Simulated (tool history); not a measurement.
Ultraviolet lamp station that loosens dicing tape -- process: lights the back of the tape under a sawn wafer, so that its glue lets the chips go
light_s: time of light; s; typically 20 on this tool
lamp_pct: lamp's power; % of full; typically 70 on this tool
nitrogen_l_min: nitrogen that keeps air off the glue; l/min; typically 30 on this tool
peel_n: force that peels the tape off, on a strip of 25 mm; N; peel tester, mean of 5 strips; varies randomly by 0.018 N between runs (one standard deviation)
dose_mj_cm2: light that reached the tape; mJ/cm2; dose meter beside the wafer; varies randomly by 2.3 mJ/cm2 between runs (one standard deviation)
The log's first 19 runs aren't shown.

| run | day | light_s | lamp_pct | nitrogen_l_min | hours of work of the lamp | hours of work since the window was cleaned | peel_n | dose_mj_cm2 |
|---|---|---|---|---|---|---|---|---|
| 20 | 6.892 | 13 | 94 | 57 | 156 | 20 | 1.040 | 188 |
| 21 | 7.233 | 13 | 94 | 57 | 159 | 23 | 0.983 | 184 |
| 22 | 7.588 | 20 | 70 | 30 | 162 | 26 | 0.939 | 209 |
| 23 | 8.029 | 20 | 100 | 50 | 167 | 31 | 0.460 | 298 |
| 24 | 8.296 | 20 | 100 | 50 | 169 | 33 | 0.451 | 298 |
| 25 | 8.650 | 35 | 69 | 18 | 173 | 37 | 0.474 | 359 |
| 26 | 9.029 | 34 | 66 | 13 | 176 | 40 | 0.636 | 340 |
| 27 | 9.425 | 34 | 91 | 38 | 180 | 44 | 0.273 | 463 |
| 28 | 9.771 | 13 | 96 | 10 | 183 | 47 | 1.691 | 186 |
| 29 | 10.025 | 13 | 96 | 10 | 186 | 50 | 1.771 | 183 |
| 30 | 10.362 | 13 | 96 | 10 | 189 | 53 | 1.741 | 186 |
| 31 | 10.750 | 13 | 96 | 10 | 193 | 57 | 1.708 | 185 |
| 32 | 11.117 | 20 | 89 | 30 | 197 | 61 | 0.663 | 266 |
| 33 | 11.392 | 25 | 78 | 30 | 199 | 63 | 0.556 | 293 |
| 34 | 11.621 | 34 | 80 | 44 | 201 | 65 | 0.293 | 399 |
| 35 | 11.921 | 34 | 80 | 44 | 204 | 68 | 0.298 | 406 |
| 36 | 12.246 | 34 | 80 | 9 | 208 | 72 | 0.548 | 396 |
| 37 | 12.683 | 10 | 64 | 22 | 212 | 76 | 2.822 | 93 |
| 38 | 12.946 | 10 | 77 | 22 | 214 | 78 | 2.336 | 109 |
| 39 | 13.342 | 10 | 77 | 22 | 218 | 82 | 2.343 | 113 |
| 40 | 13.717 | 20 | 76 | 30 | 222 | 86 | 0.880 | 220 |
| 41 | 14.188 | 12 | 62 | 51 | 226 | 90 | 2.057 | 110 |
| 42 | 14.667 | 29 | 90 | 38 | 231 | 95 | 0.351 | 374 |
| 43 | 15.092 | 20 | 80 | 52 | 235 | 99 | 0.668 | 230 |

Consider 4 possible next runs. They are alternatives, not a sequence: every one starts from the tool as it was left by run 43. What does each give?
| A | 15.296 | 20 | 80 | 29 | 237 | 101 | ? | ? |
| B | 15.296 | 20 | 68 | 52 | 237 | 101 | ? | ? |
| C | 15.296 | 22 | 86 | 14 | 237 | 101 | ? | ? |
| D | 15.296 | 20 | 65 | 30 | 237 | 101 | ? | ? |

| run | peel_n | dose_mj_cm2 |
|---|---|---|
| A | 0.850 | 235 |
| B | 0.879 | 195 |
| C | 0.843 | 271 |
| D | 1.204 | 185 |
Without the tool's hidden state the same runs would have given:
| run | peel_n | dose_mj_cm2 |
|---|---|---|
| A | 0.703 | 263 |
| B | 0.727 | 218 |
| C | 0.696 | 304 |
| D | 1.009 | 207 |

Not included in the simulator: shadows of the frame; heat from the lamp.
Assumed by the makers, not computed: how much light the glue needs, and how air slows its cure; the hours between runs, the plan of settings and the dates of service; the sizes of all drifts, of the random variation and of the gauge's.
